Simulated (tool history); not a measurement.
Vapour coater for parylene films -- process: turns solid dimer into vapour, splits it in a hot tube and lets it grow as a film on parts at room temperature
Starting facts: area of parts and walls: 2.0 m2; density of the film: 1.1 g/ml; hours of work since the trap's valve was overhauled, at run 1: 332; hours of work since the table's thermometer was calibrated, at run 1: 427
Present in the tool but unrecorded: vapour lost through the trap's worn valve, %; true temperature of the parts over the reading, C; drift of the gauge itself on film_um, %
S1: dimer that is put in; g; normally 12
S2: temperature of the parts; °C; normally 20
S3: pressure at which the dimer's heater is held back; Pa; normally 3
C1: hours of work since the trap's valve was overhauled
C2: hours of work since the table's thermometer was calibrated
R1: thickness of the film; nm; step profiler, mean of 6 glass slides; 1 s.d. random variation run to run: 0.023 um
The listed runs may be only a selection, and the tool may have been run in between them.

run	day	S1	S2	S3	C1	C2	R1
1	0	12	20	3	332	427	4030
2	0.679	12	20	3	341	436	4110
3	1.308	12	20	3	349	445	4050
4	2.008	7	20	3	359	454	2370
5	2.458	12	20	11.7	365	460	3370
6	3.317	12	20	11.7	376	472	3350
7	4.171	12	20	11.7	388	483	3370
8	5.225	12	20	6.9	402	497	3590
9	6.229	12	20	6.9	415	511	3590
10	6.871	12	20	6.9	424	519	3600
11	7.733	12	20	11.66	435	531	3340
12	8.3	12	20	11.66	443	539	3340
13	9.175	12	15	7.3	455	550	3860
# day 9.283: table's thermometer calibrated
14	9.667	12	15	7.3	461	5	3880
15	10.317	12	28	3	469	14	3400
16	11.071	10	28	3	479	24	2850
# day 11.296: table's thermometer calibrated, once more
17	11.567	7	28	3	486	4	1960
# day 12.254: trap's valve overhauled
18	12.254	10	28	4.51	0	11	2920
19	12.842	9	20	5.57	8	18	2970
20	13.292	6	18	7.37	14	25	2000
21	14.254	5	20	2.01	27	37	1850
22	15.254	5	20	2.01	40	51	1850
23	16.125	14	21	3.21	52	62	4810
24	17.112	7	16	10.29	65	76	2240

Forecast each of these 4 alternatives for the next run:
A	17.625	20	20	2.7	72	83	?
B	17.625	7	14	10.29	72	83	?
C	17.625	7	16	11.26	72	83	?
D	17.625	17	16	8.08	72	83	?

run	R1
A	7220
B	2340
C	2210
D	5650
Take away the tool's hidden state, keep each run's random variation, and the runs would have read:
run	R1
A	7360
B	2380
C	2250
D	5760
